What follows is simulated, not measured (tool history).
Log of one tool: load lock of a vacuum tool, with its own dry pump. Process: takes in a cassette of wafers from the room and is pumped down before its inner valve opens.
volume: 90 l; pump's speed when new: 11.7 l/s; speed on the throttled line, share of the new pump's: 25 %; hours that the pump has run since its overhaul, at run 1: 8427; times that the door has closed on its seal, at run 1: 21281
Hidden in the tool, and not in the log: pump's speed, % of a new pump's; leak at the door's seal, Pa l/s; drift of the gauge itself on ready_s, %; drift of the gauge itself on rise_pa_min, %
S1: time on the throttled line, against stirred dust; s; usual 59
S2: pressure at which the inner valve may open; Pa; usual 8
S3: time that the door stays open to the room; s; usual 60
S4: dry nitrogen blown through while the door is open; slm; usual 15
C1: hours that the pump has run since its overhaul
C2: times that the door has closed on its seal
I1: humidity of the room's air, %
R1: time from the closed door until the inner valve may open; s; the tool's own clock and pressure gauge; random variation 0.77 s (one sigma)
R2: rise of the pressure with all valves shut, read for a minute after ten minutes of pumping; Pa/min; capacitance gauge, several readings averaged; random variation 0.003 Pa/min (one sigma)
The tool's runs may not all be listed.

run 1 hour=0 | S1=59 S2=8 S3=60 S4=15 | C1=8427 C2=21281 | I1=42.9 | R1=117.3 R2=0.018
run 2 hour=127.4 | S1=59 S2=8 S3=60 S4=15 | C1=8555 C2=21723 | I1=41.4 | R1=117.1 R2=0.011
run 3 hour=293.2 | S1=59 S2=8 S3=60 S4=15 | C1=8720 C2=22299 | I1=46 | R1=118.9 R2=0.013
run 4 hour=513.4 | S1=59 S2=8 S3=60 S4=15 | C1=8941 C2=23064 | I1=43.6 | R1=118.5 R2=0.015
run 5 hour=694.5 | S1=59 S2=8 S3=60 S4=15 | C1=9122 C2=23693 | I1=46.7 | R1=118.2 R2=0.019
run 6 hour=926.9 | S1=59 S2=8 S3=60 S4=15 | C1=9354 C2=24501 | I1=46.3 | R1=118.7 R2=0.014
run 7 hour=1111.1 | S1=59 S2=9 S3=60 S4=15 | C1=9538 C2=25141 | I1=47.1 | R1=116.4 R2=0.017
-- hour=1177 door's seal changed, seat wiped
run 8 hour=1335.7 | S1=75 S2=8 S3=66 S4=20 | C1=9761 C2=551 | I1=46.2 | R1=128.3 R2=0.01
run 9 hour=1453.2 | S1=75 S2=8 S3=66 S4=20 | C1=9879 C2=959 | I1=47.2 | R1=128.9 R2=0.016
run 10 hour=1740 | S1=59 S2=9 S3=103 S4=15 | C1=10166 C2=1956 | I1=42.8 | R1=116.9 R2=0.018
run 11 hour=1994.9 | S1=59 S2=15 S3=103 S4=15 | C1=10421 C2=2842 | I1=46 | R1=112.4 R2=0.02
run 12 hour=2187.4 | S1=59 S2=15 S3=103 S4=15 | C1=10613 C2=3510 | I1=46.8 | R1=113 R2=0.017
run 13 hour=2396.6 | S1=59 S2=15 S3=103 S4=15 | C1=10822 C2=4237 | I1=45.3 | R1=112.4 R2=0.018
run 14 hour=2588.1 | S1=59 S2=7 S3=26 S4=15 | C1=11014 C2=4902 | I1=44.2 | R1=118.3 R2=0.011

Hidden state or all else? Some run-to-run changes of R2, split into what the settings, what came in and random variation would give without the hidden state, and what is left for the hidden state (with any gauge scatter that isn't in both results):
Run 7 -> 8: S1 59 -> 75, S2 9 -> 8, S3 60 -> 66, S4 15 -> 20, door's seal changed, seat wiped. R2 -0.007 Pa/min: hidden state -0.003, all else -0.004.

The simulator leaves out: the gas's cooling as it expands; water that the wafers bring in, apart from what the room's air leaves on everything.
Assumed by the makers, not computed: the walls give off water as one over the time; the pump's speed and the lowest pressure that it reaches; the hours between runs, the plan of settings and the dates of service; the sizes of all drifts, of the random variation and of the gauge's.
